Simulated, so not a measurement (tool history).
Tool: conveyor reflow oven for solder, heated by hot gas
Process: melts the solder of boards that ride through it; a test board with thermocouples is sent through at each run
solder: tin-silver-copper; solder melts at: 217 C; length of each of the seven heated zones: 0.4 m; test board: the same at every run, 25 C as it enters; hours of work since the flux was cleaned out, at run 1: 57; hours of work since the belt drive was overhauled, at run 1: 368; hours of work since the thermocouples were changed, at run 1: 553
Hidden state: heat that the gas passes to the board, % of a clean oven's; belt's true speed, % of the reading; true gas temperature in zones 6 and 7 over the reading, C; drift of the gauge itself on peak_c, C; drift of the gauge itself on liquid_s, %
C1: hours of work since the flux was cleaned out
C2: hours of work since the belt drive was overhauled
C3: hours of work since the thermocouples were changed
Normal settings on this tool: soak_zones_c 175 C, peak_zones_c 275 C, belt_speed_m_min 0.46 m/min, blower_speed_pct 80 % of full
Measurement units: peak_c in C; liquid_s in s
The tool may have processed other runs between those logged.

{"run": 1, "hour": 0.0, "soak_zones_c": 175, "peak_zones_c": 275, "belt_speed_m_min": 0.46, "blower_speed_pct": 80, "C1": 57, "C2": 368, "C3": 553, "peak_c": 256.4, "liquid_s": 83.4}
{"run": 2, "hour": 21.1, "soak_zones_c": 186, "peak_zones_c": 275, "belt_speed_m_min": 0.46, "blower_speed_pct": 80, "C1": 74, "C2": 384, "C3": 569, "peak_c": 258.8, "liquid_s": 90.5}
{"run": 3, "hour": 40.7, "soak_zones_c": 175, "peak_zones_c": 275, "belt_speed_m_min": 0.46, "blower_speed_pct": 55, "C1": 89, "C2": 400, "C3": 585, "peak_c": 248.3, "liquid_s": 71.2}
{"run": 4, "hour": 58.2, "soak_zones_c": 175, "peak_zones_c": 275, "belt_speed_m_min": 0.514, "blower_speed_pct": 80, "C1": 103, "C2": 414, "C3": 599, "peak_c": 253.5, "liquid_s": 69.5}
{"run": 5, "hour": 70.3, "soak_zones_c": 175, "peak_zones_c": 281, "belt_speed_m_min": 0.46, "blower_speed_pct": 80, "C1": 113, "C2": 423, "C3": 608, "peak_c": 261.2, "liquid_s": 87.4}
{"run": 6, "hour": 80.0, "soak_zones_c": 175, "peak_zones_c": 281, "belt_speed_m_min": 0.46, "blower_speed_pct": 80, "C1": 120, "C2": 431, "C3": 616, "peak_c": 261.7, "liquid_s": 87.2}
{"run": 7, "hour": 90.5, "soak_zones_c": 175, "peak_zones_c": 281, "belt_speed_m_min": 0.46, "blower_speed_pct": 80, "C1": 129, "C2": 440, "C3": 625, "peak_c": 261.3, "liquid_s": 87.8}
{"run": 8, "hour": 100.8, "soak_zones_c": 175, "peak_zones_c": 278, "belt_speed_m_min": 0.46, "blower_speed_pct": 80, "C1": 137, "C2": 448, "C3": 633, "peak_c": 258.8, "liquid_s": 84.7}
{"hour": 107.2, "done": "flux residue cleaned out of gas plates and filters"}
{"run": 9, "hour": 116.1, "soak_zones_c": 175, "peak_zones_c": 278, "belt_speed_m_min": 0.46, "blower_speed_pct": 80, "C1": 7, "C2": 456, "C3": 641, "peak_c": 258.5, "liquid_s": 83.6}
{"run": 10, "hour": 130.1, "soak_zones_c": 175, "peak_zones_c": 278, "belt_speed_m_min": 0.46, "blower_speed_pct": 80, "C1": 18, "C2": 467, "C3": 652, "peak_c": 258.2, "liquid_s": 84}
{"run": 11, "hour": 140.6, "soak_zones_c": 175, "peak_zones_c": 278, "belt_speed_m_min": 0.46, "blower_speed_pct": 80, "C1": 27, "C2": 475, "C3": 660, "peak_c": 258.7, "liquid_s": 85.1}
{"run": 12, "hour": 160.9, "soak_zones_c": 175, "peak_zones_c": 275, "belt_speed_m_min": 0.534, "blower_speed_pct": 80, "C1": 43, "C2": 491, "C3": 677, "peak_c": 250.5, "liquid_s": 65}
{"run": 13, "hour": 171.5, "soak_zones_c": 175, "peak_zones_c": 275, "belt_speed_m_min": 0.46, "blower_speed_pct": 80, "C1": 51, "C2": 500, "C3": 685, "peak_c": 256.1, "liquid_s": 81.7}
{"run": 14, "hour": 189.5, "soak_zones_c": 175, "peak_zones_c": 275, "belt_speed_m_min": 0.46, "blower_speed_pct": 80, "C1": 65, "C2": 514, "C3": 699, "peak_c": 255.2, "liquid_s": 82.2}
{"hour": 207.5, "done": "flux residue cleaned out of gas plates and filters, once more"}
{"run": 15, "hour": 214.6, "soak_zones_c": 175, "peak_zones_c": 275, "belt_speed_m_min": 0.46, "blower_speed_pct": 80, "C1": 6, "C2": 530, "C3": 715, "peak_c": 258.1, "liquid_s": 84.6}
{"run": 16, "hour": 229.6, "soak_zones_c": 175, "peak_zones_c": 275, "belt_speed_m_min": 0.46, "blower_speed_pct": 80, "C1": 18, "C2": 542, "C3": 727, "peak_c": 256.7, "liquid_s": 83.5}
{"run": 17, "hour": 245.6, "soak_zones_c": 185, "peak_zones_c": 269, "belt_speed_m_min": 0.384, "blower_speed_pct": 80, "C1": 30, "C2": 555, "C3": 740, "peak_c": 258.1, "liquid_s": 110}
{"run": 18, "hour": 264.0, "soak_zones_c": 185, "peak_zones_c": 269, "belt_speed_m_min": 0.384, "blower_speed_pct": 80, "C1": 45, "C2": 569, "C3": 755, "peak_c": 257.3, "liquid_s": 109.2}
{"run": 19, "hour": 277.7, "soak_zones_c": 175, "peak_zones_c": 265, "belt_speed_m_min": 0.503, "blower_speed_pct": 80, "C1": 56, "C2": 580, "C3": 765, "peak_c": 245.6, "liquid_s": 64.7}
{"run": 20, "hour": 295.3, "soak_zones_c": 175, "peak_zones_c": 265, "belt_speed_m_min": 0.503, "blower_speed_pct": 80, "C1": 70, "C2": 594, "C3": 779, "peak_c": 245.2, "liquid_s": 65.1}
{"run": 21, "hour": 307.5, "soak_zones_c": 168, "peak_zones_c": 284, "belt_speed_m_min": 0.46, "blower_speed_pct": 80, "C1": 79, "C2": 604, "C3": 789, "peak_c": 264.4, "liquid_s": 85}
{"run": 22, "hour": 325.3, "soak_zones_c": 168, "peak_zones_c": 286, "belt_speed_m_min": 0.432, "blower_speed_pct": 80, "C1": 94, "C2": 618, "C3": 803, "peak_c": 267.2, "liquid_s": 94.3}
{"run": 23, "hour": 346.4, "soak_zones_c": 168, "peak_zones_c": 286, "belt_speed_m_min": 0.432, "blower_speed_pct": 80, "C1": 110, "C2": 635, "C3": 820, "peak_c": 267.1, "liquid_s": 94.8}
{"run": 24, "hour": 357.8, "soak_zones_c": 168, "peak_zones_c": 276, "belt_speed_m_min": 0.529, "blower_speed_pct": 58, "C1": 120, "C2": 644, "C3": 829, "peak_c": 242.1, "liquid_s": 51}
{"run": 25, "hour": 370.9, "soak_zones_c": 168, "peak_zones_c": 276, "belt_speed_m_min": 0.529, "blower_speed_pct": 58, "C1": 130, "C2": 654, "C3": 839, "peak_c": 243.1, "liquid_s": 50.7}
{"run": 26, "hour": 388.2, "soak_zones_c": 187, "peak_zones_c": 289, "belt_speed_m_min": 0.46, "blower_speed_pct": 67, "C1": 144, "C2": 668, "C3": 853, "peak_c": 266.1, "liquid_s": 97.1}
{"run": 27, "hour": 402.5, "soak_zones_c": 166, "peak_zones_c": 272, "belt_speed_m_min": 0.46, "blower_speed_pct": 67, "C1": 155, "C2": 680, "C3": 865, "peak_c": 248.4, "liquid_s": 69.9}
{"run": 28, "hour": 418.7, "soak_zones_c": 167, "peak_zones_c": 284, "belt_speed_m_min": 0.456, "blower_speed_pct": 68, "C1": 168, "C2": 692, "C3": 878, "peak_c": 258.2, "liquid_s": 81.4}
{"run": 29, "hour": 436.9, "soak_zones_c": 167, "peak_zones_c": 284, "belt_speed_m_min": 0.456, "blower_speed_pct": 68, "C1": 182, "C2": 707, "C3": 892, "peak_c": 258.9, "liquid_s": 81.5}
{"run": 30, "hour": 452.5, "soak_zones_c": 185, "peak_zones_c": 287, "belt_speed_m_min": 0.431, "blower_speed_pct": 80, "C1": 195, "C2": 719, "C3": 904, "peak_c": 269.7, "liquid_s": 105.4}

Results per run with the tool's hidden condition removed, run-to-run variation unchanged:
run=1 peak_c=258.7 liquid_s=84.7
run=2 peak_c=261.1 liquid_s=91.5
run=3 peak_c=250.5 liquid_s=73.3
run=4 peak_c=256.1 liquid_s=71.3
run=5 peak_c=263.9 liquid_s=88.7
run=6 peak_c=264.4 liquid_s=88.6
run=7 peak_c=264 liquid_s=89.2
run=8 peak_c=261.6 liquid_s=86.3
run=9 peak_c=261.7 liquid_s=85.5
run=10 peak_c=261.4 liquid_s=86
run=11 peak_c=261.9 liquid_s=87.1
run=12 peak_c=253.9 liquid_s=67.8
run=13 peak_c=259.5 liquid_s=84
run=14 peak_c=258.7 liquid_s=84.6
run=15 peak_c=260.2 liquid_s=85.3
run=16 peak_c=258.9 liquid_s=84.3
run=17 peak_c=260.5 liquid_s=110.6
run=18 peak_c=259.8 liquid_s=109.9
run=19 peak_c=248 liquid_s=66.4
run=20 peak_c=247.7 liquid_s=66.9
run=21 peak_c=267.1 liquid_s=85.9
run=22 peak_c=270 liquid_s=95.1
run=23 peak_c=270 liquid_s=95.6
run=24 peak_c=244.5 liquid_s=53.4
run=25 peak_c=245.6 liquid_s=53.2
run=26 peak_c=269 liquid_s=97.8
run=27 peak_c=251.5 liquid_s=72.3
run=28 peak_c=261.3 liquid_s=83.1
run=29 peak_c=262.1 liquid_s=83.2
run=30 peak_c=273.2 liquid_s=105.9

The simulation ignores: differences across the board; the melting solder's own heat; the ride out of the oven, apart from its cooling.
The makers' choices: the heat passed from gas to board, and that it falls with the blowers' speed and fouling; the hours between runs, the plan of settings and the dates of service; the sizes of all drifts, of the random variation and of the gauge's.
